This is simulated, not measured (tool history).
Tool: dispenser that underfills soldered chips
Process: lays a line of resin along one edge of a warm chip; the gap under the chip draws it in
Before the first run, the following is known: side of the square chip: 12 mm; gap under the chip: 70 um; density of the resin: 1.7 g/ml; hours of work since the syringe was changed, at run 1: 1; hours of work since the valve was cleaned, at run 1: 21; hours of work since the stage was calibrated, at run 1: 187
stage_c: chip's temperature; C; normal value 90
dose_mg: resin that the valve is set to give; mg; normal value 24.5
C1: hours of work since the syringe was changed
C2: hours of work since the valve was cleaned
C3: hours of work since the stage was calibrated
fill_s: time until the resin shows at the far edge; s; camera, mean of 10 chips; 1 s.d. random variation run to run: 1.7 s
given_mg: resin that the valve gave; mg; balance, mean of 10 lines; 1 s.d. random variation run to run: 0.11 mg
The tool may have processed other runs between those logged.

Run 1, day 0: usual settings; C1 1; C2 21; C3 187. Result: fill_s 170.2 s, given_mg 24.21 mg.
Run 2, day 0.262: usual settings; C1 5; C2 26; C3 192. Result: fill_s 201.7 s, given_mg 24.11 mg.
Run 3, day 0.558: usual settings; C1 11; C2 31; C3 197. Result: fill_s 243.5 s, given_mg 24.13 mg.
At day 0.629: new syringe of resin.
Run 4, day 0.788: usual settings; C1 3; C2 35; C3 201. Result: fill_s 184.4 s, given_mg 24.03 mg.
Run 5, day 1.088: usual settings; C1 8; C2 40; C3 206. Result: fill_s 218.8 s, given_mg 23.91 mg.
Run 6, day 1.283: usual settings; C1 12; C2 44; C3 210. Result: fill_s 252.4 s, given_mg 23.75 mg.
At day 1.329: new syringe of resin.
Run 7, day 1.654: usual settings but dose_mg 23.8 mg; C1 6; C2 50; C3 216. Result: fill_s 207.7 s, given_mg 23.05 mg.
At day 2.017: new syringe of resin.
Run 8, day 2.033: usual settings but dose_mg 26.3 mg; C1 0; C2 57; C3 223. Result: fill_s 163.3 s, given_mg 25.46 mg.
Run 9, day 2.367: usual settings but dose_mg 26.3 mg; C1 6; C2 63; C3 228. Result: fill_s 205 s, given_mg 25.07 mg.
At day 2.592: dispensing valve cleaned and set on the balance.
Run 10, day 2.692: usual settings but dose_mg 26.3 mg; C1 11; C2 2; C3 233. Result: fill_s 242.4 s, given_mg 26.07 mg.
At day 2.738: new syringe of resin.
Run 11, day 2.921: usual settings but dose_mg 26.3 mg; C1 3; C2 6; C3 237. Result: fill_s 185.7 s, given_mg 26.34 mg.
Run 12, day 3.229: usual settings but dose_mg 26.3 mg; C1 9; C2 11; C3 243. Result: fill_s 228 s, given_mg 26 mg.
At day 3.429: new syringe of resin.
Run 13, day 3.612: usual settings; C1 3; C2 18; C3 249. Result: fill_s 186.4 s, given_mg 24.11 mg.
Run 14, day 3.825: usual settings but dose_mg 30.9 mg; C1 7; C2 22; C3 253. Result: fill_s 205.1 s, given_mg 30.36 mg.
Run 15, day 4.025: usual settings but dose_mg 30.9 mg; C1 11; C2 25; C3 257. Result: fill_s 239.8 s, given_mg 30.19 mg.
At day 4.112: new syringe of resin.
Run 16, day 4.238: usual settings but dose_mg 22.3 mg; C1 2; C2 29; C3 260. Result: fill_s 183.2 s, given_mg 21.95 mg.

Run 17, settings as shown, results not yet in. Your forecast:
Run 17, day 4.421: usual settings but dose_mg 22.3 mg; C1 6; C2 32; C3 264. Result: fill_s ?, given_mg ?.

Run 17 produced fill_s 203.7 s, given_mg 21.91 mg.
Were there no unlogged condition in the tool, this run, its random variation unchanged, would have produced fill_s 164.8 s, given_mg 22.45 mg.
